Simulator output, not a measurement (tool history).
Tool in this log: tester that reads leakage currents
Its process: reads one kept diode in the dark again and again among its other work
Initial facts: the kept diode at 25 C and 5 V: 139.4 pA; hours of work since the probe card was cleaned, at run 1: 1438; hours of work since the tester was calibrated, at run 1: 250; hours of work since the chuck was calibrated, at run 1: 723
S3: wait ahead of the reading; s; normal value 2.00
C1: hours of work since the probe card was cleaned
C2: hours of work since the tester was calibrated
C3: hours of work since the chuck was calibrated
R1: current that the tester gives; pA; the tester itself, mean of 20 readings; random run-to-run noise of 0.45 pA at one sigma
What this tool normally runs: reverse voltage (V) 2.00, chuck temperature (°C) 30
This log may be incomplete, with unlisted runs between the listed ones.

{"run": 1, "hour": 0.0, "reverse voltage (V)": 2.0, "chuck temperature (°C)": 30, "S3": 2.0, "C1": 1438, "C2": 250, "C3": 723, "R1": 165.63}
{"run": 2, "hour": 42.6, "reverse voltage (V)": 2.0, "chuck temperature (°C)": 30, "S3": 1.02, "C1": 1464, "C2": 276, "C3": 749, "R1": 166.89}
{"run": 3, "hour": 72.9, "reverse voltage (V)": 2.0, "chuck temperature (°C)": 30, "S3": 1.02, "C1": 1482, "C2": 294, "C3": 767, "R1": 166.05}
{"run": 4, "hour": 114.5, "reverse voltage (V)": 4.1, "chuck temperature (°C)": 30, "S3": 1.02, "C1": 1508, "C2": 320, "C3": 792, "R1": 233.76}
{"run": 5, "hour": 136.0, "reverse voltage (V)": 2.0, "chuck temperature (°C)": 30, "S3": 2.0, "C1": 1521, "C2": 333, "C3": 805, "R1": 167.12}
{"run": 6, "hour": 170.7, "reverse voltage (V)": 2.0, "chuck temperature (°C)": 30, "S3": 2.0, "C1": 1542, "C2": 354, "C3": 826, "R1": 167.99}
{"run": 7, "hour": 190.4, "reverse voltage (V)": 2.0, "chuck temperature (°C)": 30, "S3": 2.0, "C1": 1553, "C2": 366, "C3": 838, "R1": 167.59}
{"hour": 196.7, "done": "probe card cleaned and baked"}
{"run": 8, "hour": 228.8, "reverse voltage (V)": 2.0, "chuck temperature (°C)": 42, "S3": 2.0, "C1": 19, "C2": 387, "C3": 860, "R1": 491.25}
{"run": 9, "hour": 273.5, "reverse voltage (V)": 2.0, "chuck temperature (°C)": 30, "S3": 2.0, "C1": 47, "C2": 414, "C3": 887, "R1": 170.08}
{"run": 10, "hour": 310.1, "reverse voltage (V)": 2.0, "chuck temperature (°C)": 30, "S3": 2.0, "C1": 69, "C2": 436, "C3": 909, "R1": 170.68}
{"run": 11, "hour": 336.1, "reverse voltage (V)": 2.0, "chuck temperature (°C)": 30, "S3": 2.0, "C1": 84, "C2": 452, "C3": 925, "R1": 171.37}
{"hour": 358.3, "done": "probe card cleaned and baked, once more"}
{"run": 12, "hour": 382.7, "reverse voltage (V)": 1.13, "chuck temperature (°C)": 51, "S3": 6.4, "C1": 15, "C2": 478, "C3": 951, "R1": 806.33}
{"run": 13, "hour": 418.9, "reverse voltage (V)": 2.0, "chuck temperature (°C)": 21, "S3": 0.41, "C1": 37, "C2": 500, "C3": 973, "R1": 72.49}
{"run": 14, "hour": 459.6, "reverse voltage (V)": 1.04, "chuck temperature (°C)": 30, "S3": 0.88, "C1": 61, "C2": 525, "C3": 998, "R1": 126.93}
{"run": 15, "hour": 497.0, "reverse voltage (V)": 8.06, "chuck temperature (°C)": 52, "S3": 0.74, "C1": 84, "C2": 548, "C3": 1020, "R1": 2187.21}
{"run": 16, "hour": 524.3, "reverse voltage (V)": 8.06, "chuck temperature (°C)": 52, "S3": 0.74, "C1": 101, "C2": 564, "C3": 1037, "R1": 2186.18}
{"run": 17, "hour": 549.3, "reverse voltage (V)": 8.06, "chuck temperature (°C)": 45, "S3": 0.74, "C1": 116, "C2": 579, "C3": 1052, "R1": 1236.55}
{"run": 18, "hour": 578.2, "reverse voltage (V)": 3.9, "chuck temperature (°C)": 23, "S3": 0.34, "C1": 133, "C2": 597, "C3": 1069, "R1": 122.41}
{"run": 19, "hour": 613.8, "reverse voltage (V)": 3.92, "chuck temperature (°C)": 31, "S3": 2.0, "C1": 155, "C2": 618, "C3": 1091, "R1": 259.7}
{"run": 20, "hour": 658.0, "reverse voltage (V)": 2.58, "chuck temperature (°C)": 31, "S3": 6.37, "C1": 182, "C2": 645, "C3": 1118, "R1": 215.0}
{"run": 21, "hour": 707.1, "reverse voltage (V)": 2.58, "chuck temperature (°C)": 31, "S3": 6.37, "C1": 211, "C2": 675, "C3": 1148, "R1": 216.75}
{"run": 22, "hour": 746.0, "reverse voltage (V)": 10.15, "chuck temperature (°C)": 30, "S3": 0.48, "C1": 235, "C2": 698, "C3": 1171, "R1": 373.14}

Hidden state or all else? Some run-to-run changes of R1, split into what the settings, what came in and random variation would give without the hidden state, and what is left for the hidden state (with any gauge scatter that isn't in both results):
Hidden state present: stray current of the dirty probe card, pA a volt; current scale over the true one, %; true chuck temperature over the reading, C; drift of the gauge itself on leakage_pa, %.
Run 14 -> 15: reverse voltage (V) 1.04 -> 8.06, chuck temperature (°C) 30 -> 52, S3 0.88 -> 0.74. R1 +2060.28 pA: hidden state +252.78, all else +1807.50.
Run 17 -> 18: reverse voltage (V) 8.06 -> 3.90, chuck temperature (°C) 45 -> 23, S3 0.74 -> 0.34. R1 -1114.14 pA: hidden state -145.53, all else -968.61.
